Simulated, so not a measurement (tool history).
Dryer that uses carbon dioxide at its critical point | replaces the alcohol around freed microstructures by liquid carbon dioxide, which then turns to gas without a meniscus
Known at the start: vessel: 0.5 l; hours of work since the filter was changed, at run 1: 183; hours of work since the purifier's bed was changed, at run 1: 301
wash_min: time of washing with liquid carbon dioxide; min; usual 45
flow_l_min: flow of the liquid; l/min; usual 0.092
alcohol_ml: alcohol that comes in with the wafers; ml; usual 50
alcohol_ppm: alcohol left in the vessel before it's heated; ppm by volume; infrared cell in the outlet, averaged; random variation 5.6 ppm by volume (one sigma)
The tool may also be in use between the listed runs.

run,day,wash_min,flow_l_min,alcohol_ml,hours of work since the filter was changed,hours of work since the purifier's bed was changed,alcohol_ppm
1,0,45,0.092,50,183,301,391
2,0.425,45,0.092,50,190,308,387
3,0.662,45,0.092,50,194,312,381
4,0.904,45,0.092,50,198,316,397
5,1.312,45,0.092,50,204,323,408
6,1.538,45,0.092,50,208,327,412
7,1.95,45,0.092,50,215,334,425
8,2.317,45,0.092,50,221,340,427
9,2.775,45,0.092,50,229,347,426
10,2.971,45,0.092,50,232,351,426
11,3.275,45,0.092,50,237,356,431
12,3.592,45,0.092,50,242,361,436
13,3.788,45,0.138,50,245,364,129
14,4.204,45,0.092,52,252,371,469
15,4.4,42,0.092,50,256,374,615
16,4.783,42,0.092,50,262,381,634
17,5.075,28,0.092,40,267,385,2545
18,5.483,49,0.1221,50,273,392,143
19,5.792,45,0.1555,24,279,397,128
20,6.017,45,0.138,24,282,401,128
21,6.283,32,0.105,89,287,405,1970
22,6.742,30,0.1132,21,294,413,541
23,7.15,30,0.1132,21,301,420,556
24,7.379,45,0.1178,36,305,424,174
25,7.821,71,0.1482,76,312,431,136
# day 8.254: inlet filter changed
26,8.267,50,0.1405,24,0,438,135
27,8.712,50,0.1405,110,8,445,136
28,9.15,61,0.092,50,15,452,157

5 ways to go on from here, each from the tool as it stands after run 28. What would each give?
A,9.583,41,0.0961,106,22,459,?
B,9.583,61,0.092,32,22,459,?
C,9.583,37,0.092,28,22,459,?
D,9.583,61,0.0712,50,22,459,?
E,9.583,56,0.0641,50,22,459,?

run,alcohol_ppm
A,653
B,154
C,447
D,300
E,623
Without the tool's hidden state the same runs would have given:
run,alcohol_ppm
A,480
B,18
C,294
D,151
E,456
